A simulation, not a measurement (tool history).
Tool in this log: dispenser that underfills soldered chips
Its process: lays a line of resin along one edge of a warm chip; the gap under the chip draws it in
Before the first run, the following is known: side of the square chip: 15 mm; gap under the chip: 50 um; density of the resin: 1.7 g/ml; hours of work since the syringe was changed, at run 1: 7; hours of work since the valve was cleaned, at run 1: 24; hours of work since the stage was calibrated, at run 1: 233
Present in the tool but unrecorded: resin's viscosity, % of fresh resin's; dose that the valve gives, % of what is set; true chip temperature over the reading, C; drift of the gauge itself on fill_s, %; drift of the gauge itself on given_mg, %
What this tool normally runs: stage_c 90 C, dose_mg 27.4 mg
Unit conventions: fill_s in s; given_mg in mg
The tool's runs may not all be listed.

| run | hour | stage_c | dose_mg | hours of work since the syringe was changed | hours of work since the valve was cleaned | hours of work since the stage was calibrated | fill_s | given_mg |
|---|---|---|---|---|---|---|---|---|
| 1 | 0 | 90 | 27.4 | 7 | 24 | 233 | 312.8 | 26.9 |
|  | 3 | new syringe of resin |
| 2 | 5.8 | 90 | 27.4 | 2 | 28 | 238 | 238.5 | 26.68 |
| 3 | 10.1 | 89 | 27.4 | 5 | 32 | 241 | 288.1 | 26.74 |
| 4 | 14.3 | 89 | 28.9 | 9 | 35 | 244 | 338 | 28.23 |
|  | 15.7 | new syringe of resin |
| 5 | 17.7 | 87 | 27.4 | 2 | 37 | 247 | 254.7 | 26.67 |
| 6 | 22.9 | 87 | 27.4 | 6 | 41 | 251 | 307.7 | 26.33 |
|  | 28.6 | new syringe of resin |
| 7 | 29.3 | 90 | 32.4 | 1 | 46 | 255 | 218.5 | 31.03 |
| 8 | 34.3 | 90 | 32.4 | 4 | 50 | 259 | 264.7 | 31.17 |
| 9 | 39.2 | 98 | 27.4 | 8 | 54 | 263 | 262.4 | 26.08 |
|  | 41.3 | new syringe of resin |
| 10 | 42.6 | 98 | 27.4 | 1 | 56 | 265 | 184 | 26.06 |
|  | 48.3 | dispensing valve cleaned and set on the balance |
| 11 | 49.7 | 98 | 27.4 | 6 | 1 | 270 | 230.9 | 27.25 |
|  | 55 | new syringe of resin |
| 12 | 56.5 | 78 | 32.2 | 1 | 6 | 275 | 313.4 | 31.89 |
| 13 | 60.9 | 101 | 32.5 | 5 | 9 | 278 | 196.3 | 32.21 |
| 14 | 66.1 | 90 | 24 | 9 | 13 | 282 | 338.1 | 23.67 |
|  | 67.9 | new syringe of resin |
| 15 | 71.1 | 93 | 29.4 | 2 | 17 | 286 | 222.6 | 29.05 |
| 16 | 77.4 | 97 | 25 | 7 | 22 | 291 | 264.8 | 24.45 |
|  | 80.5 | new syringe of resin |
| 17 | 83.5 | 103 | 34.5 | 2 | 26 | 296 | 164.5 | 33.87 |
| 18 | 86.6 | 100 | 29.9 | 5 | 29 | 298 | 199.7 | 29.17 |
|  | 93.7 | new syringe of resin |
| 19 | 93.9 | 100 | 29.9 | 0 | 34 | 303 | 167 | 28.87 |
| 20 | 97.6 | 100 | 29.9 | 3 | 37 | 306 | 187.3 | 28.98 |
| 21 | 101.2 | 100 | 29.9 | 6 | 40 | 309 | 219.7 | 28.66 |
|  | 106.4 | new syringe of resin |
| 22 | 108.8 | 100 | 29.9 | 2 | 45 | 315 | 181.3 | 28.56 |

Here are 3 independent what-if runs from the current tool condition. What would each one return?
| A | 114.9 | 102 | 27.4 | 7 | 50 | 319 | ? | ? |
| B | 114.9 | 103 | 25.1 | 7 | 50 | 319 | ? | ? |
| C | 114.9 | 96 | 26.6 | 7 | 50 | 319 | ? | ? |

| run | fill_s | given_mg |
|---|---|---|
| A | 217.4 | 25.87 |
| B | 216.4 | 23.93 |
| C | 252.9 | 25.32 |
The same runs, with their run-to-run variation unchanged, on a tool lacking any hidden condition would have given:
| run | fill_s | given_mg |
|---|---|---|
| A | 162.7 | 27.1 |
| B | 161.2 | 25.07 |
| C | 189.1 | 26.51 |
